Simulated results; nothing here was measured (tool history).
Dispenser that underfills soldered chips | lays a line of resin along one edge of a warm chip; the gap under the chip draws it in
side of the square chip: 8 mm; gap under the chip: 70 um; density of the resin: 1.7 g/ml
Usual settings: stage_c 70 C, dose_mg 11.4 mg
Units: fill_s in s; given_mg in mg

{"run": 1, "day": 0.0, "stage_c": 70, "dose_mg": 11.4, "fill_s": 74.3, "given_mg": 11.39}
{"run": 2, "day": 0.204, "stage_c": 70, "dose_mg": 11.4, "fill_s": 96, "given_mg": 11.45}
{"run": 3, "day": 0.333, "stage_c": 70, "dose_mg": 11.4, "fill_s": 110.8, "given_mg": 11.39}
{"day": 0.383, "done": "new syringe of resin"}
{"run": 4, "day": 0.596, "stage_c": 70, "dose_mg": 11.4, "fill_s": 72.4, "given_mg": 11.35}
{"run": 5, "day": 0.754, "stage_c": 70, "dose_mg": 11.4, "fill_s": 88.8, "given_mg": 11.34}
{"day": 1.004, "done": "new syringe of resin"}
{"run": 6, "day": 1.088, "stage_c": 70, "dose_mg": 13, "fill_s": 59.9, "given_mg": 12.94}
{"run": 7, "day": 1.258, "stage_c": 70, "dose_mg": 11.4, "fill_s": 76.8, "given_mg": 11.33}
{"run": 8, "day": 1.462, "stage_c": 70, "dose_mg": 11.4, "fill_s": 98, "given_mg": 11.3}
{"day": 1.638, "done": "new syringe of resin"}
{"run": 9, "day": 1.742, "stage_c": 70, "dose_mg": 11.4, "fill_s": 64.3, "given_mg": 11.27}
{"run": 10, "day": 1.962, "stage_c": 70, "dose_mg": 11.4, "fill_s": 84.4, "given_mg": 11.26}
{"run": 11, "day": 2.112, "stage_c": 70, "dose_mg": 10.1, "fill_s": 104.4, "given_mg": 9.97}
{"day": 2.254, "done": "new syringe of resin"}
{"run": 12, "day": 2.288, "stage_c": 70, "dose_mg": 10.1, "fill_s": 59.7, "given_mg": 9.98}
{"run": 13, "day": 2.446, "stage_c": 74, "dose_mg": 11.4, "fill_s": 60.9, "given_mg": 11.26}
{"day": 2.633, "done": "dispensing valve cleaned and set on the balance"}
{"run": 14, "day": 2.775, "stage_c": 70, "dose_mg": 11.4, "fill_s": 99.3, "given_mg": 11.4}
{"day": 2.917, "done": "new syringe of resin"}
{"run": 15, "day": 3.067, "stage_c": 70, "dose_mg": 11.4, "fill_s": 66.9, "given_mg": 11.4}
{"run": 16, "day": 3.275, "stage_c": 70, "dose_mg": 11.4, "fill_s": 84.1, "given_mg": 11.41}
{"day": 3.546, "done": "new syringe of resin"}
{"run": 17, "day": 3.558, "stage_c": 70, "dose_mg": 11.4, "fill_s": 54.7, "given_mg": 11.37}
{"run": 18, "day": 3.838, "stage_c": 70, "dose_mg": 11.4, "fill_s": 77.3, "given_mg": 11.34}
{"run": 19, "day": 4.008, "stage_c": 70, "dose_mg": 11.4, "fill_s": 95, "given_mg": 11.31}
{"day": 4.171, "done": "new syringe of resin"}
{"run": 20, "day": 4.238, "stage_c": 58, "dose_mg": 10.2, "fill_s": 95.9, "given_mg": 10.07}
{"run": 21, "day": 4.379, "stage_c": 58, "dose_mg": 10.2, "fill_s": 113.9, "given_mg": 10.09}
{"run": 22, "day": 4.512, "stage_c": 59, "dose_mg": 12.9, "fill_s": 124.8, "given_mg": 12.81}
{"day": 4.808, "done": "new syringe of resin"}
{"run": 23, "day": 4.833, "stage_c": 59, "dose_mg": 12.9, "fill_s": 84.8, "given_mg": 12.8}
{"run": 24, "day": 5.092, "stage_c": 59, "dose_mg": 12.9, "fill_s": 116.3, "given_mg": 12.72}
{"run": 25, "day": 5.296, "stage_c": 72, "dose_mg": 13.8, "fill_s": 90.5, "given_mg": 13.57}
{"day": 5.367, "done": "dispensing valve cleaned and set on the balance"}
{"day": 5.471, "done": "new syringe of resin"}
{"run": 26, "day": 5.588, "stage_c": 72, "dose_mg": 13.8, "fill_s": 57.9, "given_mg": 13.81}
{"run": 27, "day": 5.879, "stage_c": 63, "dose_mg": 11.8, "fill_s": 117.3, "given_mg": 11.78}
{"day": 6.083, "done": "new syringe of resin"}
{"run": 28, "day": 6.196, "stage_c": 63, "dose_mg": 11.8, "fill_s": 82, "given_mg": 11.75}
{"run": 29, "day": 6.45, "stage_c": 63, "dose_mg": 11.1, "fill_s": 113.9, "given_mg": 11.04}
{"run": 30, "day": 6.592, "stage_c": 68, "dose_mg": 11.4, "fill_s": 112.5, "given_mg": 11.29}
{"day": 6.721, "done": "new syringe of resin"}
{"run": 31, "day": 6.742, "stage_c": 73, "dose_mg": 11.8, "fill_s": 49.8, "given_mg": 11.71}
{"run": 32, "day": 7.0, "stage_c": 85, "dose_mg": 11.9, "fill_s": 45.3, "given_mg": 11.76}
{"run": 33, "day": 7.296, "stage_c": 85, "dose_mg": 11.9, "fill_s": 65.1, "given_mg": 11.73}
{"day": 7.35, "done": "new syringe of resin"}
{"run": 34, "day": 7.596, "stage_c": 85, "dose_mg": 14.4, "fill_s": 41.5, "given_mg": 14.19}
{"run": 35, "day": 7.854, "stage_c": 85, "dose_mg": 14.4, "fill_s": 56.9, "given_mg": 14.15}
{"day": 7.962, "done": "new syringe of resin"}
{"run": 36, "day": 8.025, "stage_c": 85, "dose_mg": 10.6, "fill_s": 34.5, "given_mg": 10.38}
{"day": 8.104, "done": "dispensing valve cleaned and set on the balance"}
{"run": 37, "day": 8.354, "stage_c": 63, "dose_mg": 10.6, "fill_s": 109.9, "given_mg": 10.58}

3 ways to go on from here, each from the tool as it stands after run 37. What would each give?
{"run": "A", "day": 8.546, "stage_c": 70, "dose_mg": 14.3, "fill_s": "?", "given_mg": "?"}
{"run": "B", "day": 8.546, "stage_c": 56, "dose_mg": 11.4, "fill_s": "?", "given_mg": "?"}
{"run": "C", "day": 8.546, "stage_c": 69, "dose_mg": 9.8, "fill_s": "?", "given_mg": "?"}

run=A fill_s=104.5 given_mg=14.24
run=B fill_s=179.8 given_mg=11.38
run=C fill_s=114.7 given_mg=9.79
Without the tool's hidden state the same runs would have given:
run=A fill_s=55.9 given_mg=14.26
run=B fill_s=96.5 given_mg=11.4
run=C fill_s=61.1 given_mg=9.81
